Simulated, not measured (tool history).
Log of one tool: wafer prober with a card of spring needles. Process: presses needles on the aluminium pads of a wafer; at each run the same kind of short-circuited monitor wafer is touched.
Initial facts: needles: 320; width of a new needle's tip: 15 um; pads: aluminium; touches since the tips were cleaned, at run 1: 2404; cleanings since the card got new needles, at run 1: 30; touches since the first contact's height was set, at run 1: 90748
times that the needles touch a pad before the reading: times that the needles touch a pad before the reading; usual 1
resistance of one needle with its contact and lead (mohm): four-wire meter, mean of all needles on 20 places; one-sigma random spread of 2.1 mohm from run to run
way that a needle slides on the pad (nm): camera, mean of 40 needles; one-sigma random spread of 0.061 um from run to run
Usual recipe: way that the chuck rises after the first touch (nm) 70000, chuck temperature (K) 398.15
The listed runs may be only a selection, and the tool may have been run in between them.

run	hour	way that the chuck rises after the first touch (nm)	chuck temperature (K)	times that the needles touch a pad before the reading	touches since the tips were cleaned	cleanings since the card got new needles	touches since the first contact's height was set	resistance of one needle with its contact and lead (mohm)	way that a needle slides on the pad (nm)
1	0	70000	398.15	1	2404	30	90748	283	18160
# hour 1.4: tips cleaned on abrasive film
# hour 8: tips cleaned on abrasive film
# hour 15.9: tips cleaned on abrasive film
2	18.1	51000	398.15	1	957	33	98508	273	13060
# hour 23.1: tips cleaned on abrasive film
# hour 31.2: tips cleaned on abrasive film
3	36.8	51000	398.15	1	2428	35	106532	311	13160
# hour 38.4: tips cleaned on abrasive film
# hour 45.5: tips cleaned on abrasive film
# hour 52.6: tips cleaned on abrasive film
4	52.8	51000	398.15	1	76	38	113371	252	13030
# hour 60: tips cleaned on abrasive film
# hour 66.9: tips cleaned on abrasive film
5	67.6	51000	398.15	1	301	40	119701	265	13080
# hour 74.4: tips cleaned on abrasive film
# hour 81.6: tips cleaned on abrasive film
6	84	51000	398.15	1	1045	42	126751	287	13020
# hour 88.1: tips cleaned on abrasive film
# hour 94.7: tips cleaned on abrasive film
7	99.5	51000	398.15	1	2103	44	133426	317	12870
# hour 102.5: tips cleaned on abrasive film
# hour 109.4: tips cleaned on abrasive film
# hour 116.9: tips cleaned on abrasive film
8	120.7	51000	398.15	1	1662	47	142511	300	12980
# hour 124: tips cleaned on abrasive film
# hour 131.1: tips cleaned on abrasive film
# hour 138.2: tips cleaned on abrasive film
9	141.9	51000	398.15	1	1593	50	151583	300	12940
# hour 144.9: tips cleaned on abrasive film
# hour 152.1: tips cleaned on abrasive film
# hour 159.2: tips cleaned on abrasive film
10	163.5	70000	398.15	2	1834	53	160848	257	17920
# hour 166.5: tips cleaned on abrasive film
# hour 173.9: tips cleaned on abrasive film
# hour 180.9: tips cleaned on abrasive film
11	186.3	70000	398.15	2	2354	56	170667	261	17930
# hour 188: tips cleaned on abrasive film
# hour 196: tips cleaned on abrasive film
12	201.7	70000	398.15	2	2457	58	177257	268	17850
# hour 203.4: tips cleaned on abrasive film
# hour 211.5: tips cleaned on abrasive film
13	216.2	71000	398.15	1	2069	60	183498	278	18160
# hour 219.4: tips cleaned on abrasive film
# hour 227.1: tips cleaned on abrasive film
14	232.4	71000	398.15	1	2300	62	190434	279	18030
# hour 234.1: tips cleaned on abrasive film
# hour 242: tips cleaned on abrasive film
# hour 249.2: tips cleaned on abrasive film
15	253.4	71000	398.15	1	1801	65	199444	281	17920
# hour 256.7: tips cleaned on abrasive film
# hour 264: tips cleaned on abrasive film
16	267.6	59000	398.15	1	1559	67	205557	286	14790
# hour 272.1: tips cleaned on abrasive film
# hour 279.2: tips cleaned on abrasive film
17	280.7	62000	320.15	1	672	69	211174	251	15660
# hour 286: tips cleaned on abrasive film
# hour 293.8: tips cleaned on abrasive film
# hour 300.6: tips cleaned on abrasive film
18	300.6	89000	347.15	2	0	72	219697	229	22790
# hour 307.3: tips cleaned on abrasive film
# hour 314.9: tips cleaned on abrasive film
19	315.5	63000	398.15	1	278	74	226092	253	15720
# hour 322.3: tips cleaned on abrasive film
# hour 322.6: height of the first contact set anew
# hour 330.4: tips cleaned on abrasive film
# hour 337.9: tips cleaned on abrasive film
20	338.7	63000	398.15	1	345	77	6930	248	16560
# hour 345: tips cleaned on abrasive film
# hour 352.4: tips cleaned on abrasive film
# hour 359.6: tips cleaned on abrasive film
21	359.8	63000	398.15	1	99	80	15975	251	16570
# hour 367.5: tips cleaned on abrasive film
22	371.5	88000	302.15	2	1743	81	21041	233	23230
# hour 374.9: tips cleaned on abrasive film
# hour 382.8: tips cleaned on abrasive film
23	385.1	88000	302.15	2	1016	83	26847	223	23310
# hour 390: tips cleaned on abrasive film
# hour 397.3: tips cleaned on abrasive film
24	400.3	79000	398.15	2	1292	85	33382	249	20760
# hour 404.3: tips cleaned on abrasive film
# hour 411.8: tips cleaned on abrasive film
# hour 419.3: tips cleaned on abrasive film
25	422.4	82000	398.15	1	1355	88	42876	265	21550
# hour 427.4: tips cleaned on abrasive film
# hour 434.8: tips cleaned on abrasive film
# hour 441.8: tips cleaned on abrasive film
26	443.1	74000	319.15	1	598	91	51747	238	19360
# hour 449.6: tips cleaned on abrasive film
# hour 457.5: tips cleaned on abrasive film
# hour 464.7: tips cleaned on abrasive film
27	465.4	70000	327.15	2	309	94	61286	226	18260
# hour 471.4: tips cleaned on abrasive film
# hour 478.9: tips cleaned on abrasive film
# hour 486: tips cleaned on abrasive film
28	487.1	80000	320.15	2	505	97	70626	228	20940
# hour 493.6: tips cleaned on abrasive film
# hour 501: tips cleaned on abrasive film
29	503.7	69000	360.15	1	1170	99	77736	261	18040

Forecast each of these 4 alternatives for the next run:
# hour 508.2: tips cleaned on abrasive film
# hour 514.7: tips cleaned on abrasive film
A	519	69000	360.15	1	1831	101	84294	?	?
# hour 508.2: tips cleaned on abrasive film
# hour 514.7: tips cleaned on abrasive film
B	519	76000	344.15	2	1831	101	84294	?	?
# hour 508.2: tips cleaned on abrasive film
# hour 514.7: tips cleaned on abrasive film
C	519	80000	360.15	1	1831	101	84294	?	?
# hour 508.2: tips cleaned on abrasive film
# hour 514.7: tips cleaned on abrasive film
D	519	72000	398.15	1	1831	101	84294	?	?

run	resistance of one needle with its contact and lead (mohm)	way that a needle slides on the pad (nm)
A	272	18100
B	247	19870
C	262	20850
D	274	18730
With the hidden condition removed and each run's random variation left untouched, the same runs would have given:
run	resistance of one needle with its contact and lead (mohm)	way that a needle slides on the pad (nm)
A	231	18420
B	226	20190
C	230	21170
D	239	19050
